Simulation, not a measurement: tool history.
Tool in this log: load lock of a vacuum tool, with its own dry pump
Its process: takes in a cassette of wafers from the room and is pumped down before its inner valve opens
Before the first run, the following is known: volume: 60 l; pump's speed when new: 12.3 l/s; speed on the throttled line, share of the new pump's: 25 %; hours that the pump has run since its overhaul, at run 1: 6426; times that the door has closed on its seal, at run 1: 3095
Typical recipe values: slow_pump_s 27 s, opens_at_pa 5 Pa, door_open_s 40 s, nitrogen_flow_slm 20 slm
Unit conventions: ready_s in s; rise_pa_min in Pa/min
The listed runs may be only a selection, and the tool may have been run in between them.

run    hour  slow_pump_s  opens_at_pa  door_open_s  nitrogen_flow_slm  hours that the pump has run since its overhaul  times that the door has closed on its seal  incoming humidity of the room's air, %  ready_s  rise_pa_min
  1     0.0           27            5           40                 20                                            6426                                        3095                                    44.0     71.4        0.010
  2   159.4           27            5           40                 20                                            6586                                        3701                                    47.1     73.0        0.022
  3   240.8           27            5           40                 20                                            6667                                        4010                                    44.0     73.0        0.018
  4   386.6           27            5           40                 20                                            6813                                        4564                                    42.7     73.3        0.018
  5   489.8           27            5           40                 20                                            6916                                        4955                                    44.0     73.9        0.024
  6   565.8           27            5           40                 20                                            6992                                        5244                                    46.2     72.4        0.021
  7   640.1           27            5           40                 20                                            7067                                        5526                                    45.7     73.5        0.017
  8   710.8           27            5           40                 20                                            7137                                        5795                                    47.6     72.6        0.017
  9   786.1           27            5           40                 20                                            7213                                        6081                                    44.2     72.8        0.022
 10   931.9           27            5           40                 20                                            7358                                        6634                                    47.1     74.0        0.020
 11  1095.0           27            5           40                  5                                            7522                                        7254                                    44.6     72.8        0.027
 12  1221.1           27            5           40                  5                                            7648                                        7732                                    42.7     74.0        0.030
 13  1315.0           27            5           40                  5                                            7741                                        8089                                    44.9     72.7        0.034
 14  1429.6           27            5           40                  5                                            7856                                        8524                                    47.2     73.6        0.034
 15  1581.5           27            5           40                  5                                            8008                                        9101                                    46.3     74.1        0.035
 16  1720.4           27            5           40                 20                                            8147                                        9628                                    43.2     75.3        0.029
 17  1819.6           27            5           40                 20                                            8246                                       10005                                    42.2     73.5        0.030
 18  1910.1           27            5           40                  6                                            8337                                       10349                                    47.0     72.9        0.035
 19  2037.5           27            5           94                 20                                            8464                                       10832                                    48.7     74.1        0.044
 20  2176.6           27            5           94                 20                                            8603                                       11361                                    45.4     74.6        0.038
 21  2314.3           27            5           94                 20                                            8741                                       11884                                    45.3     74.1        0.038
 22  2470.0           41            5           34                 20                                            8896                                       12475                                    45.0     84.4        0.032
 23  2628.1           41            5           34                 20                                            9055                                       13075                                    44.1     83.8        0.030
 24  2695.3           41            5           31                 11                                            9122                                       13331                                    45.7     83.6        0.035
 25  2808.4           40            5          137                  8                                            9235                                       13760                                    40.9     83.5        0.058
 26  2895.6           40            5          137                  8                                            9322                                       14091                                    46.0     83.0        0.064
 27  3011.7           30            6           32                 20                                            9438                                       14532                                    45.9     75.7        0.037
 28  3158.3           30            6           32                 20                                            9585                                       15089                                    44.9     75.3        0.034
 29  3277.9           14            6           40                 20                                            9704                                       15543                                    43.3     64.6        0.040
 30  3436.2           14            6           40                 20                                            9863                                       16144                                    45.8     63.8        0.040
 31  3526.1           14            4          134                 20                                            9953                                       16485                                    48.0     67.0        0.054
 32  3622.8           14            4          134                 20                                           10049                                       16853                                    40.8     67.0        0.053
 33  3696.7           27            7           40                 20                                           10123                                       17133                                    39.6     72.7        0.043
 34  3825.7           37            7           43                 11                                           10252                                       17623                                    43.0     79.9        0.049
 35  3936.9           27            5           83                 20                                           10363                                       18046                                    44.6     74.6        0.053
 36  4018.9           27            6           90                  5                                           10445                                       18357                                    45.9     73.9        0.068
 37  4149.0           27            6           90                  5                                           10576                                       18851                                    46.7     74.2        0.066

Branching from run 37: 3 alternative next runs. What would each branch give?
  A  4268.6           37            4           40                 20                                           10695                                       19305                                    44.6        ?            ?
  B  4268.6           27            6           40                  8                                           10695                                       19305                                    46.0        ?            ?
  C  4268.6           15            6           90                  5                                           10695                                       19305                                    44.4        ?            ?

run  ready_s  rise_pa_min
  A     83.6        0.045
  B     74.2        0.049
  C     65.5        0.080
Without the tool's unlogged condition, the same runs would have read:
run  ready_s  rise_pa_min
  A     78.0        0.008
  B     68.6        0.012
  C     59.5        0.043

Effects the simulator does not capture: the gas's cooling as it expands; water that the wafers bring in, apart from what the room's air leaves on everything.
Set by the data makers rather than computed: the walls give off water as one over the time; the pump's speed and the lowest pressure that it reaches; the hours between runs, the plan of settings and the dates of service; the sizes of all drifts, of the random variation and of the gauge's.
